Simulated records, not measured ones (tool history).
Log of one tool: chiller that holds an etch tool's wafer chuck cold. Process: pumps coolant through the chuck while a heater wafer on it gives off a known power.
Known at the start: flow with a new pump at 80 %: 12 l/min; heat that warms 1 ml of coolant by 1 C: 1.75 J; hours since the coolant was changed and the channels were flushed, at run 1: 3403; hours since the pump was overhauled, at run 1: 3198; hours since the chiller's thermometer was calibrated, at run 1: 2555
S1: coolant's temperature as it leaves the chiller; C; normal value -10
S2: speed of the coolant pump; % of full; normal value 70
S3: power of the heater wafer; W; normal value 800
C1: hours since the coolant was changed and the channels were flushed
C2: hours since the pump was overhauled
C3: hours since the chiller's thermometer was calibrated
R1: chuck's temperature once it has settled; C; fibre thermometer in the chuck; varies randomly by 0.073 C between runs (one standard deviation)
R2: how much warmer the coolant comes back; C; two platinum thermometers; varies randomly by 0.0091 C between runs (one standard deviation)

{"run": 1, "hour": 0.0, "S1": -10, "S2": 70, "S3": 800, "C1": 3403, "C2": 3198, "C3": 2555, "R1": -0.85, "R2": 2.721}
{"run": 2, "hour": 113.4, "S1": -10, "S2": 70, "S3": 800, "C1": 3517, "C2": 3311, "C3": 2668, "R1": -0.81, "R2": 2.71}
{"run": 3, "hour": 184.0, "S1": -10, "S2": 81, "S3": 800, "C1": 3587, "C2": 3382, "C3": 2739, "R1": -1.94, "R2": 2.32}
{"run": 4, "hour": 274.6, "S1": -10, "S2": 81, "S3": 800, "C1": 3678, "C2": 3473, "C3": 2829, "R1": -1.85, "R2": 2.325}
{"run": 5, "hour": 399.8, "S1": -10, "S2": 70, "S3": 800, "C1": 3803, "C2": 3598, "C3": 2955, "R1": -0.77, "R2": 2.728}
{"run": 6, "hour": 548.1, "S1": -10, "S2": 70, "S3": 800, "C1": 3952, "C2": 3746, "C3": 3103, "R1": -0.68, "R2": 2.747}
{"run": 7, "hour": 686.6, "S1": -10, "S2": 70, "S3": 800, "C1": 4090, "C2": 3885, "C3": 3241, "R1": -0.61, "R2": 2.723}
{"run": 8, "hour": 832.2, "S1": -17, "S2": 70, "S3": 800, "C1": 4236, "C2": 4030, "C3": 3387, "R1": -7.58, "R2": 2.729}
{"run": 9, "hour": 959.5, "S1": -17, "S2": 70, "S3": 800, "C1": 4363, "C2": 4157, "C3": 3514, "R1": -7.61, "R2": 2.744}
{"run": 10, "hour": 1043.9, "S1": -17, "S2": 70, "S3": 800, "C1": 4447, "C2": 4242, "C3": 3599, "R1": -7.78, "R2": 2.756}
{"run": 11, "hour": 1195.0, "S1": -17, "S2": 70, "S3": 800, "C1": 4598, "C2": 4393, "C3": 3750, "R1": -7.45, "R2": 2.747}
{"run": 12, "hour": 1295.1, "S1": -12, "S2": 70, "S3": 800, "C1": 4699, "C2": 4493, "C3": 3850, "R1": -2.49, "R2": 2.762}
{"run": 13, "hour": 1424.1, "S1": -10, "S2": 70, "S3": 800, "C1": 4828, "C2": 4622, "C3": 3979, "R1": -0.58, "R2": 2.751}
{"run": 14, "hour": 1553.3, "S1": -10, "S2": 70, "S3": 800, "C1": 4957, "C2": 4751, "C3": 4108, "R1": -0.48, "R2": 2.763}
{"run": 15, "hour": 1686.7, "S1": -14, "S2": 70, "S3": 800, "C1": 5090, "C2": 4885, "C3": 4242, "R1": -4.44, "R2": 2.767}
{"run": 16, "hour": 1797.0, "S1": -8, "S2": 70, "S3": 873, "C1": 5200, "C2": 4995, "C3": 4352, "R1": 2.44, "R2": 3.027}
{"run": 17, "hour": 1867.4, "S1": -2, "S2": 84, "S3": 886, "C1": 5271, "C2": 5065, "C3": 4422, "R1": 7.11, "R2": 2.52}
{"hour": 1877.9, "done": "chiller's thermometer calibrated"}
{"run": 18, "hour": 2006.8, "S1": -2, "S2": 84, "S3": 886, "C1": 5409, "C2": 5204, "C3": 129, "R1": 7.44, "R2": 2.495}
{"run": 19, "hour": 2094.4, "S1": -3, "S2": 70, "S3": 955, "C1": 5497, "C2": 5291, "C3": 217, "R1": 8.77, "R2": 3.314}
{"hour": 2146.5, "done": "chiller's thermometer calibrated, once more"}
{"run": 20, "hour": 2200.4, "S1": -10, "S2": 75, "S3": 800, "C1": 5602, "C2": 5396, "C3": 54, "R1": -1.39, "R2": 2.573}
{"run": 21, "hour": 2263.8, "S1": -12, "S2": 87, "S3": 800, "C1": 5665, "C2": 5460, "C3": 117, "R1": -4.38, "R2": 2.173}
{"run": 22, "hour": 2401.6, "S1": -12, "S2": 87, "S3": 800, "C1": 5803, "C2": 5598, "C3": 255, "R1": -4.46, "R2": 2.185}
{"run": 23, "hour": 2543.1, "S1": -14, "S2": 70, "S3": 800, "C1": 5945, "C2": 5739, "C3": 397, "R1": -4.77, "R2": 2.798}
{"run": 24, "hour": 2610.8, "S1": -14, "S2": 70, "S3": 800, "C1": 6012, "C2": 5807, "C3": 464, "R1": -4.71, "R2": 2.781}
{"run": 25, "hour": 2735.1, "S1": -14, "S2": 70, "S3": 800, "C1": 6136, "C2": 5931, "C3": 589, "R1": -4.72, "R2": 2.788}
{"run": 26, "hour": 2840.3, "S1": -17, "S2": 70, "S3": 545, "C1": 6242, "C2": 6036, "C3": 694, "R1": -10.63, "R2": 1.9}
{"run": 27, "hour": 2984.7, "S1": -1, "S2": 94, "S3": 878, "C1": 6386, "C2": 6181, "C3": 838, "R1": 6.95, "R2": 2.22}
{"run": 28, "hour": 3052.2, "S1": -5, "S2": 70, "S3": 797, "C1": 6454, "C2": 6248, "C3": 906, "R1": 4.39, "R2": 2.77}
{"run": 29, "hour": 3134.9, "S1": -4, "S2": 78, "S3": 718, "C1": 6536, "C2": 6331, "C3": 988, "R1": 3.66, "R2": 2.222}
{"run": 30, "hour": 3229.9, "S1": -3, "S2": 82, "S3": 1167, "C1": 6631, "C2": 6426, "C3": 1083, "R1": 8.93, "R2": 3.428}

4 ways to go on from here, each from the tool as it stands after run 30. What would each give?
{"run": "A", "hour": 3344.9, "S1": -10, "S2": 70, "S3": 801, "C1": 6746, "C2": 6541, "C3": 1198, "R1": "?", "R2": "?"}
{"run": "B", "hour": 3344.9, "S1": -3, "S2": 82, "S3": 700, "C1": 6746, "C2": 6541, "C3": 1198, "R1": "?", "R2": "?"}
{"run": "C", "hour": 3344.9, "S1": -3, "S2": 89, "S3": 1098, "C1": 6746, "C2": 6541, "C3": 1198, "R1": "?", "R2": "?"}
{"run": "D", "hour": 3344.9, "S1": -12, "S2": 70, "S3": 800, "C1": 6746, "C2": 6541, "C3": 1198, "R1": "?", "R2": "?"}

run=A R1=-0.44 R2=2.820
run=B R1=4.31 R2=2.057
run=C R1=7.42 R2=2.963
run=D R1=-2.40 R2=2.796
With no hidden state in the tool, these same runs would have given:
run=A R1=-1.57 R2=2.669
run=B R1=3.40 R2=1.946
run=C R1=6.19 R2=2.804
run=D R1=-3.53 R2=2.645

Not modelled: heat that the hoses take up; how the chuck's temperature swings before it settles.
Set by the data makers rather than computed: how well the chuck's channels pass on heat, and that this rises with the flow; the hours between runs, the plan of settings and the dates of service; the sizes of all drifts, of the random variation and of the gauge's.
